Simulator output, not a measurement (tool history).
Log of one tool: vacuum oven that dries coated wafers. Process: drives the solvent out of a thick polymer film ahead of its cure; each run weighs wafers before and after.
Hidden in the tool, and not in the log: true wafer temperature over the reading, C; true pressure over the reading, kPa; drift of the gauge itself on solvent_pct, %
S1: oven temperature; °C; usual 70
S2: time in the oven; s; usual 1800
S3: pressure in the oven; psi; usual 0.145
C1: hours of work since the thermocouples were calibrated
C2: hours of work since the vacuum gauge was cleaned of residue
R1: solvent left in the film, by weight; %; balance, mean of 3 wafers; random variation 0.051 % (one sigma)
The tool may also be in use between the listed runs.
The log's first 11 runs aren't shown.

run      day  S1    S2     S3    C1    C2    R1
 12   37.642  71  1800  0.145   854  2574  1.05
 13   40.004  70  1800  0.145   897  2617  1.18
 14   42.750  70  1800  0.145   947  2667  1.06
 15   45.596  70  1800  0.102   999  2719  1.02
 16   48.592  70  1800  0.102  1054  2774  1.01
 17   51.850  70  1800  0.102  1113  2833  0.98
 18   55.217  70  1800  0.102  1175  2895  0.98
      55.879  -- oven's thermocouples calibrated
 19   58.600  70  1800  0.102    50  2955  0.98
 20   62.617  70  1800  0.145   123  3029  1.15
 21   65.658  70  1260  0.145   179  3084  2.04
      68.354  -- vacuum gauge cleaned of residue and calibrated
 22   69.254  70  1260  0.145   243    16  2.03
 23   74.038  70  1260  0.145   331   104  2.03
 24   76.979  80  1800  0.145   384   158  0.42
 25   80.000  60  1920  0.145   440   213  3.50
 26   82.125  70  1080  0.090   478   252  2.28
 27   85.888  70  1080  0.090   547   320  2.33
 28   90.579  70  1080  0.090   633   406  2.33
 29   93.788  70  1080  0.090   692   465  2.27
 30   97.688  70  2880  0.145   763   536  0.67
 31  101.042  70  2880  0.145   824   597  0.60
 32  105.525  70  2100  0.476   906   679  2.12
 33  109.404  69  3000  0.264   977   750  1.19
 34  112.375  69  3000  0.264  1031   804  1.12
 35  114.871  70  2760  0.200  1077   850  0.83
 36  118.167  62  2100  0.145  1137   910  2.47

Run 37 comes next. What will it give?
     121.250  -- oven's thermocouples calibrated
 37  121.458  62  2100  0.145   4  969   ?

Run 37 gave R1 2.37 %.
Without the tool's hidden state the same run would have given R1 2.37 %.

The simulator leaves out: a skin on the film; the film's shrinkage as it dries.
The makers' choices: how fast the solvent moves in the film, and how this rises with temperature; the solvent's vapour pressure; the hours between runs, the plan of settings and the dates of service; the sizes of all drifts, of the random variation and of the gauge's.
